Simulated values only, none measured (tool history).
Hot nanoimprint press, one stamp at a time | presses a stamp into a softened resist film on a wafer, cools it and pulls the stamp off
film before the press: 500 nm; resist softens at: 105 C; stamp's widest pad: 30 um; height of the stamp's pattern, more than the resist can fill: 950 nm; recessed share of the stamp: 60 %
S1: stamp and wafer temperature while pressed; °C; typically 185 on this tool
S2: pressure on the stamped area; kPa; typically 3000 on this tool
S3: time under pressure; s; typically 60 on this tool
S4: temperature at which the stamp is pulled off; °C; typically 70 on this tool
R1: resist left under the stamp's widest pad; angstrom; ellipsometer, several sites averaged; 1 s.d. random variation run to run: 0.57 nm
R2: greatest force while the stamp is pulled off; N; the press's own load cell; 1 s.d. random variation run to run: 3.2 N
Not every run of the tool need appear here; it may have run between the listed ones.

Run 1, hour 0: usual settings. Result: R1 2324 angstrom, R2 228 N.
Run 2, hour 20.4: usual settings. Result: R1 2312 angstrom, R2 217 N.
Run 3, hour 38.1: usual settings. Result: R1 2309 angstrom, R2 236 N.
Run 4, hour 65.6: usual settings. Result: R1 2308 angstrom, R2 230 N.
At hour 81.7: stamp cleaned and given a new release coat.
Run 5, hour 96: usual settings. Result: R1 2300 angstrom, R2 167 N.
Run 6, hour 115: usual settings but S2 2160 kPa. Result: R1 2727 angstrom, R2 174 N.
Run 7, hour 134: usual settings but S2 2160 kPa, S3 54 s. Result: R1 2793 angstrom, R2 168 N.
Run 8, hour 149.4: usual settings but S1 183 °C, S3 96 s. Result: R1 2130 angstrom, R2 177 N.
Run 9, hour 162.7: usual settings but S1 189 °C, S2 1940 kPa, S3 31 s. Result: R1 2999 angstrom, R2 176 N.
Run 10, hour 175.3: usual settings but S2 2660 kPa. Result: R1 2429 angstrom, R2 179 N.
Run 11, hour 188.7: usual settings but S2 2660 kPa. Result: R1 2422 angstrom, R2 180 N.

Below are 3 alternative next runs, each starting from the tool's condition after run 11. Predict each:
At hour 202.6: plate thermocouple calibrated.
Run A, hour 210.4: usual settings but S1 181 °C. Result: R1 ?, R2 ?.
At hour 202.6: plate thermocouple calibrated.
Run B, hour 210.4: usual settings but S1 194 °C, S3 114 s. Result: R1 ?, R2 ?.
At hour 202.6: plate thermocouple calibrated.
Run C, hour 210.4: usual settings but S2 2660 kPa, S3 116 s. Result: R1 ?, R2 ?.

run    R1   R2
  A  2779  184
  B  1295  184
  C  2016  180
Take away the tool's hidden state, keep each run's random variation, and the runs would have read:
run    R1   R2
  A  2796  172
  B  1303  172
  C  2030  168

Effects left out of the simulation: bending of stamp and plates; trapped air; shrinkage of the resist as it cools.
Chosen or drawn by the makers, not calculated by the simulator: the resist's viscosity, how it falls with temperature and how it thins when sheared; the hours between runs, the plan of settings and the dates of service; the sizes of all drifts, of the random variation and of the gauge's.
